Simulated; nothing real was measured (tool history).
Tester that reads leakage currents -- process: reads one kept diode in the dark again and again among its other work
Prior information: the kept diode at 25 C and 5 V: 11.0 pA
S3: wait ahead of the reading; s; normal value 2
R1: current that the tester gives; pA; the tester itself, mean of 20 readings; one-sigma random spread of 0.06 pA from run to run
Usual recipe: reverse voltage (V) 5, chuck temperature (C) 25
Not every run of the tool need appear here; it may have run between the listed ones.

run 1 day=0 | reverse_voltage_(V)=5 chuck_temperature_(C)=25 S3=2 | R1=14.56
run 2 day=4.533 | reverse_voltage_(V)=5 chuck_temperature_(C)=25 S3=2 | R1=14.59
-- day=8.821 chuck's temperature calibrated
run 3 day=10.775 | reverse_voltage_(V)=5 chuck_temperature_(C)=25 S3=2 | R1=16.55
run 4 day=17.062 | reverse_voltage_(V)=1.65 chuck_temperature_(C)=25 S3=2 | R1=9.27
run 5 day=22.538 | reverse_voltage_(V)=5 chuck_temperature_(C)=25 S3=2 | R1=17.05
run 6 day=28.675 | reverse_voltage_(V)=5 chuck_temperature_(C)=25 S3=2 | R1=17.36
run 7 day=36.112 | reverse_voltage_(V)=5 chuck_temperature_(C)=25 S3=2 | R1=17.5
run 8 day=40.254 | reverse_voltage_(V)=5 chuck_temperature_(C)=25 S3=2 | R1=17.71
run 9 day=46.008 | reverse_voltage_(V)=5 chuck_temperature_(C)=25 S3=2 | R1=18.03
run 10 day=51.521 | reverse_voltage_(V)=5 chuck_temperature_(C)=25 S3=0.81 | R1=18.5
-- day=53.488 probe card cleaned and baked
run 11 day=55.367 | reverse_voltage_(V)=5 chuck_temperature_(C)=25 S3=0.81 | R1=10.07
run 12 day=59.217 | reverse_voltage_(V)=5 chuck_temperature_(C)=38 S3=2 | R1=28.49
-- day=63.7 chuck's temperature calibrated
run 13 day=65.929 | reverse_voltage_(V)=8.44 chuck_temperature_(C)=30 S3=0.46 | R1=23.94
run 14 day=70.342 | reverse_voltage_(V)=1.85 chuck_temperature_(C)=23 S3=3.76 | R1=7.06
run 15 day=77.554 | reverse_voltage_(V)=1.85 chuck_temperature_(C)=23 S3=3.76 | R1=7.09
run 16 day=83.842 | reverse_voltage_(V)=1.85 chuck_temperature_(C)=23 S3=3.76 | R1=7.19
run 17 day=90.421 | reverse_voltage_(V)=5 chuck_temperature_(C)=27 S3=2 | R1=15.4
run 18 day=97.283 | reverse_voltage_(V)=5.42 chuck_temperature_(C)=28 S3=4.45 | R1=17.25
run 19 day=101.196 | reverse_voltage_(V)=9.52 chuck_temperature_(C)=42 S3=0.59 | R1=59.39
run 20 day=108.3 | reverse_voltage_(V)=13.03 chuck_temperature_(C)=26 S3=2 | R1=25.99
run 21 day=114.683 | reverse_voltage_(V)=3.59 chuck_temperature_(C)=33 S3=0.64 | R1=20.59
-- day=118.312 chuck's temperature calibrated
run 22 day=122.588 | reverse_voltage_(V)=2.18 chuck_temperature_(C)=24 S3=2.27 | R1=10.02
run 23 day=130.554 | reverse_voltage_(V)=1.61 chuck_temperature_(C)=27 S3=0.35 | R1=11.14
run 24 day=138.438 | reverse_voltage_(V)=3.37 chuck_temperature_(C)=34 S3=9.28 | R1=23.9

Measured less the same run without the tool's hidden state. The same run-to-run variation is in both; the gauge's scatter may not be:
The hidden state here: stray current of the dirty probe card, pA a volt; current scale over the true one, %; true chuck temperature over the reading, C; drift of the gauge itself on leakage_pa, %.
run=1 R1=+3.18
run=2 R1=+3.35
run=3 R1=+5.27
run=4 R1=+1.71
run=5 R1=+5.74
run=6 R1=+5.98
run=7 R1=+6.22
run=8 R1=+6.43
run=9 R1=+6.72
run=10 R1=+6.92
run=11 R1=-1.49
run=12 R1=-4.51
run=13 R1=+1.79
run=14 R1=+0.45
run=15 R1=+0.51
run=16 R1=+0.55
run=17 R1=+1.9
run=18 R1=+2.24
run=19 R1=+1.64
run=20 R1=+8.47
run=21 R1=+0.65
run=22 R1=+2.24
run=23 R1=+1.63
run=24 R1=+3.26
